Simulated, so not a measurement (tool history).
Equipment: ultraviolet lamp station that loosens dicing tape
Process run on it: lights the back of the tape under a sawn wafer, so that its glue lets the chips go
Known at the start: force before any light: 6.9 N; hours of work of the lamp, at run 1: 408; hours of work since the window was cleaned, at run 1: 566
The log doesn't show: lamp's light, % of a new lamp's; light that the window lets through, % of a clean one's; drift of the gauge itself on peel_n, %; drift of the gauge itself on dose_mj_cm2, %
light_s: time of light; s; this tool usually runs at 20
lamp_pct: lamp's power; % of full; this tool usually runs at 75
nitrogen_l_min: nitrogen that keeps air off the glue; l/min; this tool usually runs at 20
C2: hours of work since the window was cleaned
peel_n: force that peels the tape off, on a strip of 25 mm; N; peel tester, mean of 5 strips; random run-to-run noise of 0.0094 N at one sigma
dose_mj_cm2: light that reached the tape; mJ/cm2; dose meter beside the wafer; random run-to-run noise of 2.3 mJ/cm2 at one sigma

Run 1, hour 0: usual settings; hours of work of the lamp 408; C2 566. Result: peel_n 0.507 N, dose_mj_cm2 206 mJ/cm2.
Run 2, hour 35: usual settings; hours of work of the lamp 435; C2 594. Result: peel_n 0.516 N, dose_mj_cm2 206 mJ/cm2.
Run 3, hour 64.7: usual settings; hours of work of the lamp 459; C2 618. Result: peel_n 0.522 N, dose_mj_cm2 203 mJ/cm2.
Run 4, hour 95.3: usual settings; hours of work of the lamp 483; C2 642. Result: peel_n 0.545 N, dose_mj_cm2 204 mJ/cm2.
Run 5, hour 126.8: usual settings; hours of work of the lamp 508; C2 667. Result: peel_n 0.569 N, dose_mj_cm2 204 mJ/cm2.
At hour 141.9: window cleaned of glue's vapour.
Run 6, hour 161.7: usual settings; hours of work of the lamp 535; C2 16. Result: peel_n 0.583 N, dose_mj_cm2 197 mJ/cm2.
Run 7, hour 187.5: usual settings but nitrogen_l_min 14 l/min; hours of work of the lamp 556; C2 36. Result: peel_n 0.651 N, dose_mj_cm2 197 mJ/cm2.
Run 8, hour 213.7: usual settings but nitrogen_l_min 23 l/min; hours of work of the lamp 577; C2 57. Result: peel_n 0.553 N, dose_mj_cm2 196 mJ/cm2.
Run 9, hour 238: usual settings but nitrogen_l_min 23 l/min; hours of work of the lamp 596; C2 76. Result: peel_n 0.571 N, dose_mj_cm2 193 mJ/cm2.
Run 10, hour 264.6: usual settings but nitrogen_l_min 23 l/min; hours of work of the lamp 617; C2 97. Result: peel_n 0.596 N, dose_mj_cm2 190 mJ/cm2.
At hour 268.3: window cleaned of glue's vapour, once more.
Run 11, hour 283.5: usual settings but nitrogen_l_min 23 l/min; hours of work of the lamp 632; C2 12. Result: peel_n 0.458 N, dose_mj_cm2 219 mJ/cm2.
Run 12, hour 308.8: usual settings but nitrogen_l_min 23 l/min; hours of work of the lamp 652; C2 32. Result: peel_n 0.455 N, dose_mj_cm2 217 mJ/cm2.
Run 13, hour 340.5: usual settings but nitrogen_l_min 23 l/min; hours of work of the lamp 677; C2 57. Result: peel_n 0.473 N, dose_mj_cm2 214 mJ/cm2.
Run 14, hour 363.1: usual settings but nitrogen_l_min 23 l/min; hours of work of the lamp 695; C2 75. Result: peel_n 0.491 N, dose_mj_cm2 211 mJ/cm2.
Run 15, hour 393.2: usual settings; hours of work of the lamp 719; C2 99. Result: peel_n 0.5 N, dose_mj_cm2 212 mJ/cm2.
Run 16, hour 426.4: usual settings; hours of work of the lamp 745; C2 125. Result: peel_n 0.503 N, dose_mj_cm2 211 mJ/cm2.
Run 17, hour 450.8: usual settings; hours of work of the lamp 764; C2 145. Result: peel_n 0.496 N, dose_mj_cm2 212 mJ/cm2.
Run 18, hour 482.7: usual settings but light_s 35 s; hours of work of the lamp 789; C2 170. Result: peel_n 0.229 N, dose_mj_cm2 360 mJ/cm2.
Run 19, hour 502.1: usual settings but light_s 35 s; hours of work of the lamp 805; C2 185. Result: peel_n 0.234 N, dose_mj_cm2 358 mJ/cm2.
Run 20, hour 534.6: usual settings but light_s 35 s; hours of work of the lamp 831; C2 211. Result: peel_n 0.251 N, dose_mj_cm2 360 mJ/cm2.
Run 21, hour 571.5: usual settings but light_s 16 s, lamp_pct 86 % of full, nitrogen_l_min 10 l/min; hours of work of the lamp 860; C2 240. Result: peel_n 0.818 N, dose_mj_cm2 188 mJ/cm2.
Run 22, hour 600.5: usual settings but light_s 18 s; hours of work of the lamp 883; C2 263. Result: peel_n 0.652 N, dose_mj_cm2 188 mJ/cm2.
Run 23, hour 633.3: usual settings but light_s 13 s, lamp_pct 62 % of full, nitrogen_l_min 8 l/min; hours of work of the lamp 909; C2 289. Result: peel_n 1.99 N, dose_mj_cm2 105 mJ/cm2.
Run 24, hour 668.8: usual settings but light_s 13 s, lamp_pct 62 % of full, nitrogen_l_min 8 l/min; hours of work of the lamp 937; C2 317. Result: peel_n 1.976 N, dose_mj_cm2 104 mJ/cm2.
Run 25, hour 704.4: usual settings but light_s 25 s, lamp_pct 95 % of full, nitrogen_l_min 7 l/min; hours of work of the lamp 965; C2 346. Result: peel_n 0.353 N, dose_mj_cm2 315 mJ/cm2.
Run 26, hour 721.2: usual settings but light_s 12 s, lamp_pct 87 % of full, nitrogen_l_min 10 l/min; hours of work of the lamp 978; C2 359. Result: peel_n 1.398 N, dose_mj_cm2 141 mJ/cm2.
Run 27, hour 756.3: usual settings but lamp_pct 63 % of full; hours of work of the lamp 1006; C2 387. Result: peel_n 0.825 N, dose_mj_cm2 167 mJ/cm2.

Run 28 is up next; what results do you expect?
Run 28, hour 775.5: usual settings but lamp_pct 91 % of full; hours of work of the lamp 1022; C2 402. Result: peel_n ?, dose_mj_cm2 ?.

For run 28 the tool returned peel_n 0.387 N, dose_mj_cm2 238 mJ/cm2.
Had the tool carried no hidden state, the very same run would have given peel_n 0.283 N, dose_mj_cm2 291 mJ/cm2.
